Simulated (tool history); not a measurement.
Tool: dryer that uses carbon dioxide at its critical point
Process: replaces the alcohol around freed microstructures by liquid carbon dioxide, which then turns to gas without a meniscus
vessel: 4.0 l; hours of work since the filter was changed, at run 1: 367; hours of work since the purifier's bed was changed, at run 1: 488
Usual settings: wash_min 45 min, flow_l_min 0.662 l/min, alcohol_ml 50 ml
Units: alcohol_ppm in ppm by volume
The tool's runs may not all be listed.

run     day  wash_min  flow_l_min  alcohol_ml  hours of work since the filter was changed  hours of work since the purifier's bed was changed  alcohol_ppm
  1   0.000        45       0.662          50                                         367                                                 488          162
  2   0.650        45       0.662          50                                         374                                                 494          159
  3   1.612        45       0.662          50                                         383                                                 504          164
  4   2.779        29       0.662          50                                         395                                                 516          364
  5   3.658        29       0.662          50                                         403                                                 524          365
  6   4.512        29       0.662          50                                         412                                                 533          356
  7   5.354        29       0.662          50                                         420                                                 541          365
  8   6.246        29       0.662          50                                         429                                                 550          368
  9   6.925        31       0.662          50                                         436                                                 557          296
 10   7.462        45       1.060          50                                         441                                                 562          146
 11   8.388        45       0.662          50                                         450                                                 571          169
 12   9.417        55       0.662          50                                         461                                                 581          162
 13  10.312        45       0.874          50                                         469                                                 590          161
 14  10.992        45       0.874          50                                         476                                                 597          166
 15  12.042        45       0.874          50                                         487                                                 607          160
 16  13.050        45       0.662          50                                         497                                                 617          201
 17  13.621        45       0.662          50                                         502                                                 623          186
 18  14.538        45       0.662          50                                         511                                                 632          187
 19  15.596        45       0.448          50                                         522                                                 643          384
 20  16.758        45       0.448          50                                         533                                                 654          387
 21  17.288        45       0.448          50                                         539                                                 659          390
 22  18.571        45       0.448          50                                         551                                                 672          397
 23  19.600        45       0.448          50                                         562                                                 682          395
 24  20.779        45       0.448          50                                         573                                                 694          396
 25  21.308        37       0.882          27                                         578                                                 699          191
 26  22.129        66       0.754          31                                         587                                                 707          195
 27  22.696        66       0.754          31                                         592                                                 713          190
     22.817  -- inlet filter changed
 28  23.354        45       0.548          50                                           5                                                 719          241
 29  23.983        64       0.444          48                                          12                                                 725          223
 30  25.167        61       1.060          48                                          23                                                 737          189
 31  26.321        61       1.060          48                                          35                                                 749          194
 32  27.375        61       1.060          48                                          45                                                 759          188
 33  27.975        36       0.951          21                                          51                                                 765          206
 34  28.696        69       0.681         100                                          58                                                 772          203
 35  29.254        69       0.681         100                                          64                                                 778          198
 36  30.008        49       0.459          56                                          71                                                 785          323
 37  30.879        49       0.910          96                                          80                                                 794          205
 38  32.092        58       0.950          43                                          92                                                 806          208
 39  33.104        58       0.950          43                                         102                                                 816          213
 40  34.246        46       0.662          53                                         113                                                 827          238
 41  35.371        54       0.745          26                                         125                                                 838          216
 42  36.400        54       0.504          35                                         135                                                 849          239

Run 43 comes next. What will it give?
 43  37.046        68       0.730          71                                         141                                                 855            ?

{"run 43": {"alcohol_ppm": 219}}
Without the tool's hidden state the same run would have given alcohol_ppm 0 ppm by volume.
